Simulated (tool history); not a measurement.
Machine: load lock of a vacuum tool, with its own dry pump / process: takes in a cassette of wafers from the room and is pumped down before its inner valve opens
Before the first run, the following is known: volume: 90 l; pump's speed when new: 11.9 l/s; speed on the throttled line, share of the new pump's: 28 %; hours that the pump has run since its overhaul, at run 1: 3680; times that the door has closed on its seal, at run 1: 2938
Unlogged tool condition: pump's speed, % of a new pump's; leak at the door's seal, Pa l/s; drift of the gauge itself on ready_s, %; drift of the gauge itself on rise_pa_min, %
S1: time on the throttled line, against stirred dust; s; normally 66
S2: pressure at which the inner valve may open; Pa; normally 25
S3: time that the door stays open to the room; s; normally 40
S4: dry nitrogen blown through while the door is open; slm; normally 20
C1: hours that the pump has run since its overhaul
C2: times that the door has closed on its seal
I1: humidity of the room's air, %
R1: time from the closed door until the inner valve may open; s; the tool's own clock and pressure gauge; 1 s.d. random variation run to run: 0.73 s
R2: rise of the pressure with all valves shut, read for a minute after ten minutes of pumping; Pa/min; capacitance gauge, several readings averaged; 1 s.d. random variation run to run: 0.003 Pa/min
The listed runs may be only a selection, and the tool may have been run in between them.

| run | hour | S1 | S2 | S3 | S4 | C1 | C2 | I1 | R1 | R2 |
|---|---|---|---|---|---|---|---|---|---|---|
| 1 | 0.0 | 66 | 25 | 40 | 20 | 3680 | 2938 | 47.1 | 114.4 | 0.027 |
| 2 | 112.5 | 66 | 25 | 40 | 20 | 3793 | 3081 | 43.5 | 115.2 | 0.030 |
| 3 | 182.4 | 66 | 25 | 40 | 20 | 3863 | 3170 | 46.8 | 115.0 | 0.036 |
| 4 | 334.4 | 66 | 25 | 131 | 20 | 4015 | 3363 | 42.9 | 113.9 | 0.044 |
| 5 | 421.3 | 66 | 25 | 131 | 20 | 4102 | 3473 | 46.3 | 114.6 | 0.043 |
| 6 | 505.0 | 66 | 25 | 131 | 24 | 4185 | 3579 | 48.9 | 116.2 | 0.047 |
| 7 | 642.0 | 66 | 25 | 131 | 24 | 4322 | 3753 | 41.8 | 115.2 | 0.036 |
| 8 | 792.6 | 66 | 24 | 40 | 20 | 4473 | 3944 | 48.0 | 115.0 | 0.029 |
| 9 | 877.6 | 49 | 46 | 40 | 22 | 4558 | 4052 | 47.7 | 98.4 | 0.030 |
| 10 | 1012.2 | 49 | 46 | 40 | 22 | 4693 | 4223 | 44.9 | 97.4 | 0.027 |
| 11 | 1090.7 | 68 | 49 | 40 | 20 | 4771 | 4323 | 45.8 | 111.9 | 0.038 |
| 12 | 1193.4 | 66 | 22 | 40 | 10 | 4874 | 4453 | 43.7 | 116.0 | 0.039 |
| 13 | 1276.6 | 66 | 22 | 40 | 10 | 4957 | 4558 | 46.2 | 117.7 | 0.039 |
| 14 | 1415.8 | 66 | 25 | 40 | 5 | 5096 | 4735 | 43.9 | 116.5 | 0.046 |

Run by run, hidden condition taken away, random variation retained:
| run | R1 | R2 |
|---|---|---|
| 1 | 110.4 | 0.018 |
| 2 | 111.1 | 0.020 |
| 3 | 110.8 | 0.026 |
| 4 | 109.7 | 0.034 |
| 5 | 110.3 | 0.032 |
| 6 | 111.7 | 0.036 |
| 7 | 110.6 | 0.024 |
| 8 | 110.3 | 0.017 |
| 9 | 93.6 | 0.018 |
| 10 | 92.5 | 0.013 |
| 11 | 107.5 | 0.025 |
| 12 | 110.6 | 0.025 |
| 13 | 112.3 | 0.024 |
| 14 | 111.2 | 0.031 |

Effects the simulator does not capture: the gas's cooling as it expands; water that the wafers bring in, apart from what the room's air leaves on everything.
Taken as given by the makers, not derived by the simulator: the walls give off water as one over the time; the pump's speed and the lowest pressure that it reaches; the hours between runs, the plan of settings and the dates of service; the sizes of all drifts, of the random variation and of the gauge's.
